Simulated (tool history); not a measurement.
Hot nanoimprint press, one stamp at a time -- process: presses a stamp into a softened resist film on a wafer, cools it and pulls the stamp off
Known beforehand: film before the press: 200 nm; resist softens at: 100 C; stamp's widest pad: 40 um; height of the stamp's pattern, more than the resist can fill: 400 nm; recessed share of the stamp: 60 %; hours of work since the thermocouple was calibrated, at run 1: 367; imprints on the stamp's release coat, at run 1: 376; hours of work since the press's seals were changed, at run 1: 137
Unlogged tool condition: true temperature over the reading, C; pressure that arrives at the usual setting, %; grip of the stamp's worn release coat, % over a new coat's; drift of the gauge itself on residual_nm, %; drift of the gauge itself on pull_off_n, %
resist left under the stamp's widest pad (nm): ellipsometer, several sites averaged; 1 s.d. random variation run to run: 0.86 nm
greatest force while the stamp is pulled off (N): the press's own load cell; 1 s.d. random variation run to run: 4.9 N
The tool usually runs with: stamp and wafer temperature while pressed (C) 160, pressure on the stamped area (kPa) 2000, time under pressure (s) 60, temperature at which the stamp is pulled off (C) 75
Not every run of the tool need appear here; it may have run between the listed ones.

run,hour,stamp and wafer temperature while pressed (C),pressure on the stamped area (kPa),time under pressure (s),temperature at which the stamp is pulled off (C),hours of work since the thermocouple was calibrated,imprints on the stamp's release coat,hours of work since the press's seals were changed,resist left under the stamp's widest pad (nm),greatest force while the stamp is pulled off (N)
1,0,160,2000,60,75,367,376,137,121.8,260
2,8.9,160,2000,60,75,371,401,140,118.7,265
3,19.7,160,2000,60,75,375,433,145,120.4,258
4,25.7,160,2000,60,72,378,450,147,121.7,277
5,35.3,160,2000,37,75,382,478,151,138.2,262
6,42.3,160,2000,37,75,385,499,154,138.3,270
7,50.8,160,2000,60,77,388,523,158,122.4,250
8,56.1,150,2000,60,75,391,539,160,159.8,270
9,62.2,150,2000,60,75,393,556,162,156.4,269
10,69.7,160,2000,60,68,396,578,166,122.2,313

For run 11, what comes out?
11,78.9,170,1590,102,68,400,605,169,?,?

Run 11 gave resist left under the stamp's widest pad (nm) 83.1, greatest force while the stamp is pulled off (N) 315.
Were there no unlogged condition in the tool, this run, its random variation unchanged, would have produced resist left under the stamp's widest pad (nm) 79.4, greatest force while the stamp is pulled off (N) 276.
